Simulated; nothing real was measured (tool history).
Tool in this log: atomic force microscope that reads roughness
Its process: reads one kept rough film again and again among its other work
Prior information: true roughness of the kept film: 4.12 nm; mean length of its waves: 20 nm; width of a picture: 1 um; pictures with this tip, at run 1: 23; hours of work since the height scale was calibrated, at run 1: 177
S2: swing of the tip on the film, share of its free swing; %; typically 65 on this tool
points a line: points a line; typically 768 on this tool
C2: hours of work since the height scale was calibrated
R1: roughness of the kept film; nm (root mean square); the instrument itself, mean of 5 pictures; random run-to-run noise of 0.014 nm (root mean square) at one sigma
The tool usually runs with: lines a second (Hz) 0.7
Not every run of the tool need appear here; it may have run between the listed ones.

run 1 hour=0 | lines_a_second_(Hz)=0.7 S2=65 points_a_line=768 | pictures_with_this_tip=23 C2=177 | R1=3.182
run 2 hour=11.4 | lines_a_second_(Hz)=0.7 S2=65 points_a_line=848 | pictures_with_this_tip=41 C2=183 | R1=3.003
run 3 hour=20.3 | lines_a_second_(Hz)=0.7 S2=65 points_a_line=768 | pictures_with_this_tip=55 C2=187 | R1=2.896
run 4 hour=37.1 | lines_a_second_(Hz)=0.7 S2=65 points_a_line=768 | pictures_with_this_tip=81 C2=195 | R1=2.705
run 5 hour=50 | lines_a_second_(Hz)=0.7 S2=65 points_a_line=768 | pictures_with_this_tip=101 C2=201 | R1=2.581
-- hour=54.9 new tip fitted
run 6 hour=65.6 | lines_a_second_(Hz)=0.7 S2=65 points_a_line=768 | pictures_with_this_tip=17 C2=208 | R1=3.161
run 7 hour=73 | lines_a_second_(Hz)=0.7 S2=65 points_a_line=768 | pictures_with_this_tip=28 C2=212 | R1=3.067
run 8 hour=85.3 | lines_a_second_(Hz)=0.7 S2=65 points_a_line=768 | pictures_with_this_tip=48 C2=217 | R1=2.895
run 9 hour=100.8 | lines_a_second_(Hz)=0.587 S2=65 points_a_line=768 | pictures_with_this_tip=72 C2=225 | R1=2.731
run 10 hour=116.4 | lines_a_second_(Hz)=0.587 S2=65 points_a_line=768 | pictures_with_this_tip=96 C2=232 | R1=2.605
-- hour=123.8 new tip fitted
run 11 hour=125.8 | lines_a_second_(Hz)=0.7 S2=65 points_a_line=768 | pictures_with_this_tip=3 C2=236 | R1=3.224
run 12 hour=142 | lines_a_second_(Hz)=0.7 S2=65 points_a_line=768 | pictures_with_this_tip=28 C2=244 | R1=3.013
run 13 hour=156.8 | lines_a_second_(Hz)=0.7 S2=65 points_a_line=768 | pictures_with_this_tip=51 C2=251 | R1=2.864
run 14 hour=169.6 | lines_a_second_(Hz)=0.7 S2=65 points_a_line=768 | pictures_with_this_tip=71 C2=257 | R1=2.736
run 15 hour=178.4 | lines_a_second_(Hz)=0.7 S2=65 points_a_line=768 | pictures_with_this_tip=85 C2=261 | R1=2.651
run 16 hour=186.2 | lines_a_second_(Hz)=0.7 S2=65 points_a_line=768 | pictures_with_this_tip=97 C2=265 | R1=2.563
-- hour=193.8 new tip fitted
run 17 hour=194 | lines_a_second_(Hz)=0.7 S2=82 points_a_line=768 | pictures_with_this_tip=1 C2=269 | R1=3.234
run 18 hour=210.5 | lines_a_second_(Hz)=0.7 S2=82 points_a_line=768 | pictures_with_this_tip=26 C2=276 | R1=3.001
run 19 hour=221.9 | lines_a_second_(Hz)=0.7 S2=82 points_a_line=768 | pictures_with_this_tip=44 C2=282 | R1=2.897
run 20 hour=230 | lines_a_second_(Hz)=0.7 S2=82 points_a_line=768 | pictures_with_this_tip=57 C2=286 | R1=2.795
run 21 hour=244 | lines_a_second_(Hz)=0.7 S2=84 points_a_line=768 | pictures_with_this_tip=79 C2=292 | R1=2.635
run 22 hour=255.9 | lines_a_second_(Hz)=0.7 S2=84 points_a_line=768 | pictures_with_this_tip=97 C2=298 | R1=2.548
-- hour=263.3 new tip fitted
run 23 hour=272.1 | lines_a_second_(Hz)=0.7 S2=84 points_a_line=768 | pictures_with_this_tip=14 C2=305 | R1=3.059
run 24 hour=287.8 | lines_a_second_(Hz)=0.7 S2=65 points_a_line=768 | pictures_with_this_tip=38 C2=313 | R1=2.996
run 25 hour=296.2 | lines_a_second_(Hz)=0.7 S2=65 points_a_line=768 | pictures_with_this_tip=51 C2=317 | R1=2.879
run 26 hour=307.8 | lines_a_second_(Hz)=0.7 S2=65 points_a_line=768 | pictures_with_this_tip=69 C2=322 | R1=2.784
run 27 hour=317 | lines_a_second_(Hz)=0.7 S2=65 points_a_line=768 | pictures_with_this_tip=84 C2=327 | R1=2.67
run 28 hour=330.1 | lines_a_second_(Hz)=1.392 S2=65 points_a_line=768 | pictures_with_this_tip=104 C2=333 | R1=2.502
-- hour=332.6 new tip fitted
run 29 hour=347.4 | lines_a_second_(Hz)=1.392 S2=65 points_a_line=768 | pictures_with_this_tip=23 C2=341 | R1=3.051
run 30 hour=360.2 | lines_a_second_(Hz)=0.7 S2=79 points_a_line=556 | pictures_with_this_tip=43 C2=347 | R1=2.854
run 31 hour=371.5 | lines_a_second_(Hz)=0.834 S2=79 points_a_line=434 | pictures_with_this_tip=61 C2=352 | R1=2.683
run 32 hour=379.7 | lines_a_second_(Hz)=1.052 S2=79 points_a_line=434 | pictures_with_this_tip=74 C2=356 | R1=2.581
run 33 hour=392.5 | lines_a_second_(Hz)=1.784 S2=65 points_a_line=413 | pictures_with_this_tip=94 C2=362 | R1=2.495
-- hour=402.1 new tip fitted
run 34 hour=404.8 | lines_a_second_(Hz)=0.7 S2=66 points_a_line=711 | pictures_with_this_tip=4 C2=368 | R1=3.267
run 35 hour=412.3 | lines_a_second_(Hz)=0.7 S2=66 points_a_line=711 | pictures_with_this_tip=16 C2=371 | R1=3.138
run 36 hour=420.7 | lines_a_second_(Hz)=0.7 S2=66 points_a_line=711 | pictures_with_this_tip=29 C2=375 | R1=3.036
run 37 hour=435.1 | lines_a_second_(Hz)=0.788 S2=78 points_a_line=768 | pictures_with_this_tip=51 C2=382 | R1=2.805

Forecast run 38:
run 38 hour=451.8 | lines_a_second_(Hz)=0.788 S2=78 points_a_line=768 | pictures_with_this_tip=77 C2=390 | R1=?

For run 38 the tool returned R1 2.636 nm (root mean square).
Had the tool carried no hidden state, the very same run would have given R1 3.254 nm (root mean square).
